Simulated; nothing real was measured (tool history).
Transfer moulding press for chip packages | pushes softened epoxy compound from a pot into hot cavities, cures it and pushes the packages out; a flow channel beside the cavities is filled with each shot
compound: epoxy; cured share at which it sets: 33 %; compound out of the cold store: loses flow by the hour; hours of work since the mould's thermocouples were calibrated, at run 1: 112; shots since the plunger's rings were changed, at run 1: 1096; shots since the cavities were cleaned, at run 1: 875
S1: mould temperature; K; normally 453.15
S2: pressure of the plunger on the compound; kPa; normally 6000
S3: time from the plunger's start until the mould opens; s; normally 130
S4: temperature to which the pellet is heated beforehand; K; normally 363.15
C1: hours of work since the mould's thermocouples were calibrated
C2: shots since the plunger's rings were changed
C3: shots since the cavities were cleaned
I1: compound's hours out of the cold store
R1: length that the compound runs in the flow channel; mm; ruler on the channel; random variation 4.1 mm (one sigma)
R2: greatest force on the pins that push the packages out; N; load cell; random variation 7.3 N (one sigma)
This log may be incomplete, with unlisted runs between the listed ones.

run 1 day=0.000 | S1=453.15 S2=6000 S3=130 S4=363.15 | C1=112 C2=1096 C3=875 | I1=14.9 | R1=626 R2=705
-- day=0.167 cavities cleaned with cleaning compound and waxed
run 2 day=1.262 | S1=453.15 S2=6000 S3=130 S4=363.15 | C1=129 C2=1326 C3=210 | I1=34.3 | R1=556 R2=861
run 3 day=2.479 | S1=453.15 S2=6000 S3=130 S4=363.15 | C1=146 C2=1558 C3=442 | I1=34.8 | R1=559 R2=765
run 4 day=3.858 | S1=453.15 S2=6000 S3=130 S4=363.15 | C1=165 C2=1823 C3=707 | I1=32.1 | R1=549 R2=780
run 5 day=4.725 | S1=453.15 S2=6000 S3=130 S4=363.15 | C1=177 C2=1989 C3=873 | I1=25.6 | R1=572 R2=791
-- day=4.888 cavities cleaned with cleaning compound and waxed
-- day=5.196 cavities cleaned with cleaning compound and waxed, once more
run 6 day=6.083 | S1=453.15 S2=6000 S3=130 S4=363.15 | C1=194 C2=2226 C3=171 | I1=27.8 | R1=574 R2=437
run 7 day=7.308 | S1=453.15 S2=6000 S3=130 S4=363.15 | C1=211 C2=2461 C3=406 | I1=42.4 | R1=522 R2=549
run 8 day=8.758 | S1=458.15 S2=6000 S3=130 S4=363.15 | C1=231 C2=2738 C3=683 | I1=9.8 | R1=620 R2=551
run 9 day=9.392 | S1=458.15 S2=6000 S3=130 S4=363.15 | C1=240 C2=2860 C3=805 | I1=9.9 | R1=622 R2=617
-- day=9.958 cavities cleaned with cleaning compound and waxed
run 10 day=10.154 | S1=458.15 S2=6000 S3=130 S4=363.15 | C1=250 C2=2994 C3=37 | I1=30.7 | R1=541 R2=293
run 11 day=10.925 | S1=458.15 S2=6000 S3=130 S4=363.15 | C1=261 C2=3142 C3=185 | I1=9.2 | R1=621 R2=395
run 12 day=12.279 | S1=458.15 S2=7440 S3=130 S4=363.15 | C1=280 C2=3402 C3=445 | I1=24.6 | R1=630 R2=491
run 13 day=13.175 | S1=455.15 S2=6000 S3=130 S4=363.15 | C1=292 C2=3573 C3=616 | I1=11.4 | R1=611 R2=598
run 14 day=13.962 | S1=455.15 S2=6000 S3=130 S4=363.15 | C1=303 C2=3724 C3=767 | I1=18.9 | R1=574 R2=618
-- day=14.679 cavities cleaned with cleaning compound and waxed
run 15 day=14.754 | S1=455.15 S2=6000 S3=130 S4=363.15 | C1=313 C2=3864 C3=15 | I1=43.2 | R1=504 R2=304
run 16 day=15.817 | S1=455.15 S2=6000 S3=130 S4=363.15 | C1=328 C2=4067 C3=218 | I1=34.4 | R1=525 R2=432
-- day=16.846 mould's thermocouples calibrated
run 17 day=16.979 | S1=449.15 S2=6250 S3=130 S4=356.15 | C1=2 C2=4274 C3=425 | I1=19.8 | R1=595 R2=728
run 18 day=18.392 | S1=453.15 S2=6000 S3=130 S4=370.15 | C1=22 C2=4545 C3=696 | I1=38.4 | R1=504 R2=615
run 19 day=19.042 | S1=453.15 S2=6000 S3=130 S4=370.15 | C1=31 C2=4669 C3=820 | I1=34.6 | R1=525 R2=637
-- day=19.508 cavities cleaned with cleaning compound and waxed
run 20 day=19.779 | S1=453.15 S2=6000 S3=130 S4=370.15 | C1=40 C2=4799 C3=53 | I1=37.0 | R1=519 R2=344
-- day=20.621 plunger's sealing rings changed
run 21 day=20.650 | S1=453.15 S2=6300 S3=130 S4=355.15 | C1=51 C2=6 C3=200 | I1=9.6 | R1=687 R2=474
run 22 day=21.592 | S1=453.15 S2=6000 S3=140 S4=367.15 | C1=64 C2=187 C3=381 | I1=28.2 | R1=585 R2=478
run 23 day=22.788 | S1=456.15 S2=4610 S3=140 S4=367.15 | C1=81 C2=415 C3=609 | I1=17.3 | R1=538 R2=518
run 24 day=23.742 | S1=456.15 S2=4610 S3=156 S4=367.15 | C1=94 C2=598 C3=792 | I1=38.9 | R1=476 R2=525
-- day=24.388 cavities cleaned with cleaning compound and waxed
run 25 day=25.100 | S1=456.15 S2=4610 S3=156 S4=367.15 | C1=112 C2=847 C3=137 | I1=35.4 | R1=483 R2=347
run 26 day=26.421 | S1=461.15 S2=4610 S3=156 S4=367.15 | C1=130 C2=1100 C3=390 | I1=45.5 | R1=444 R2=438
run 27 day=27.404 | S1=461.15 S2=4610 S3=156 S4=367.15 | C1=144 C2=1288 C3=578 | I1=23.1 | R1=507 R2=477
run 28 day=28.142 | S1=453.15 S2=4690 S3=114 S4=363.15 | C1=154 C2=1429 C3=719 | I1=24.8 | R1=526 R2=841
-- day=29.108 cavities cleaned with cleaning compound and waxed
run 29 day=29.692 | S1=453.15 S2=6000 S3=144 S4=355.15 | C1=175 C2=1715 C3=112 | I1=34.5 | R1=551 R2=365

Each row is a separate what-if for the run after 29, all from the same tool condition, not one after another. Results?
run A day=31.038 | S1=453.15 S2=6000 S3=130 S4=359.15 | C1=194 C2=1973 C3=370 | I1=28.1 | R1=? R2=?
run B day=31.038 | S1=453.15 S2=7490 S3=110 S4=365.15 | C1=194 C2=1973 C3=370 | I1=39.6 | R1=? R2=?
run C day=31.038 | S1=447.15 S2=6000 S3=130 S4=362.15 | C1=194 C2=1973 C3=370 | I1=32.9 | R1=? R2=?

run=A R1=568 R2=561
run=B R1=589 R2=700
run=C R1=567 R2=780
The same runs, with their run-to-run variation unchanged, on a tool lacking any hidden condition would have given:
run=A R1=587 R2=319
run=B R1=609 R2=394
run=C R1=586 R2=442
